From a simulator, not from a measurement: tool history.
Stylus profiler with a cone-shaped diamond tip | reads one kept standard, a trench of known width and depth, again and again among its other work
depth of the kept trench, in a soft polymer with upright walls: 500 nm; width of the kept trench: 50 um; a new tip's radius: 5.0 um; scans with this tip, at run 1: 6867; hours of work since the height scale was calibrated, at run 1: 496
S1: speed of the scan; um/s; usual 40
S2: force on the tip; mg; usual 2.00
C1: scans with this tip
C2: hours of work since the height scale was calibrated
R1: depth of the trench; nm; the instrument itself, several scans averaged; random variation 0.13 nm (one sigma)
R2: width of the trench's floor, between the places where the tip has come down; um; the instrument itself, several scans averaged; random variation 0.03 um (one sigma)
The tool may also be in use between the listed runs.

| run | day | S1 | S2 | C1 | C2 | R1 | R2 |
|---|---|---|---|---|---|---|---|
| 1 | 0.000 | 40 | 2.00 | 6867 | 496 | 507.39 | 43.94 |
| 2 | 2.546 | 40 | 2.00 | 7215 | 522 | 507.47 | 43.89 |
| 3 | 5.642 | 40 | 2.00 | 7638 | 552 | 507.29 | 43.83 |
| 4 | 8.050 | 40 | 2.00 | 7968 | 576 | 507.38 | 43.68 |
| 5 | 10.854 | 40 | 2.00 | 8351 | 604 | 507.42 | 43.69 |
| 6 | 12.758 | 40 | 2.00 | 8612 | 623 | 507.34 | 43.61 |
| 7 | 14.612 | 40 | 2.00 | 8865 | 641 | 507.16 | 43.60 |
| 8 | 16.629 | 40 | 2.00 | 9141 | 661 | 507.32 | 43.56 |
| 9 | 18.958 | 40 | 1.37 | 9460 | 684 | 505.81 | 43.45 |
| 10 | 21.867 | 24 | 2.15 | 9857 | 713 | 507.94 | 43.56 |
| 11 | 25.708 | 24 | 2.15 | 10382 | 751 | 507.94 | 43.45 |
| 12 | 27.821 | 78 | 1.01 | 10671 | 772 | 505.00 | 42.87 |
| 13 | 31.588 | 10 | 0.82 | 11187 | 809 | 504.64 | 43.40 |
| 14 | 33.196 | 126 | 3.23 | 11407 | 825 | 510.15 | 42.81 |
| 15 | 36.871 | 40 | 3.11 | 11909 | 861 | 509.88 | 43.17 |
| 16 | 40.317 | 136 | 2.29 | 12380 | 895 | 508.23 | 42.48 |
| 17 | 43.229 | 136 | 2.29 | 12779 | 924 | 508.37 | 42.45 |
| 18 | 44.958 | 120 | 1.13 | 13015 | 941 | 505.39 | 42.17 |

The same runs without the tool's hidden state, with the same run-to-run variation:
The hidden state here: radius of the tip, um; height scale over the true one, %; drift of the gauge itself on depth_nm, %; drift of the gauge itself on floor_um, %.
| run | R1 | R2 |
|---|---|---|
| 1 | 506.81 | 45.40 |
| 2 | 506.87 | 45.42 |
| 3 | 506.66 | 45.43 |
| 4 | 506.73 | 45.33 |
| 5 | 506.74 | 45.40 |
| 6 | 506.64 | 45.36 |
| 7 | 506.44 | 45.39 |
| 8 | 506.58 | 45.41 |
| 9 | 505.05 | 45.35 |
| 10 | 507.14 | 45.53 |
| 11 | 507.10 | 45.50 |
| 12 | 504.16 | 44.97 |
| 13 | 503.75 | 45.58 |
| 14 | 509.24 | 45.03 |
| 15 | 508.93 | 45.47 |
| 16 | 507.25 | 44.85 |
| 17 | 507.36 | 44.89 |
| 18 | 504.37 | 44.65 |
